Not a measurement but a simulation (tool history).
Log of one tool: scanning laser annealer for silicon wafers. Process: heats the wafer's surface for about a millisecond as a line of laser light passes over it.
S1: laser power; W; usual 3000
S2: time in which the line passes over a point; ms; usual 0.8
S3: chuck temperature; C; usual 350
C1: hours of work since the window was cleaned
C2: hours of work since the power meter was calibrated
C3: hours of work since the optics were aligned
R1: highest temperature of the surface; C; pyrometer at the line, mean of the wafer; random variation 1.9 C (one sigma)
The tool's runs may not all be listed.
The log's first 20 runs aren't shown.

run,hour,S1,S2,S3,C1,C2,C3,R1
21,238.5,3000,0.945,350,11,389,1242,1247
22,247.3,2784,0.687,327,16,393,1247,1010
23,261,2784,0.687,339,23,401,1254,1022
24,275.9,3081,0.687,339,31,409,1262,1121
25,292,3081,0.966,331,40,417,1271,1263
26,301,3000,0.68,352,45,422,1276,1103
27,314.4,2975,0.818,350,52,429,1283,1171
28,322.4,2758,0.955,321,56,434,1287,1123
29,332.3,2758,0.955,321,62,439,1292,1125
30,346.7,2758,0.955,321,69,447,1300,1124
31,361.7,3010,0.959,350,77,455,1308,1252
32,369,3000,0.785,323,81,459,1312,1131
33,380.8,3000,0.753,382,87,465,1318,1173
34,392.7,2862,0.844,354,94,471,1325,1144
35,403.5,3063,0.8,317,100,477,1331,1158
36,419.3,2712,0.959,362,108,485,1339,1149
37,435.4,3000,0.575,350,117,494,1348,1033
38,451.7,3000,0.627,350,125,503,1356,1063
39,460.7,3295,0.8,331,130,508,1361,1250
40,470.1,2786,0.8,332,135,513,1366,1072

Forecast each of these 4 alternatives for the next run:
A,480.6,3000,0.608,350,141,518,1372,?
B,480.6,3000,0.562,380,141,518,1372,?
C,480.6,3149,0.8,336,141,518,1372,?
D,480.6,2819,0.8,332,141,518,1372,?

run,R1
A,1049
B,1051
C,1204
D,1080
Without the tool's hidden state the same runs would have given:
run,R1
A,1067
B,1068
C,1226
D,1099

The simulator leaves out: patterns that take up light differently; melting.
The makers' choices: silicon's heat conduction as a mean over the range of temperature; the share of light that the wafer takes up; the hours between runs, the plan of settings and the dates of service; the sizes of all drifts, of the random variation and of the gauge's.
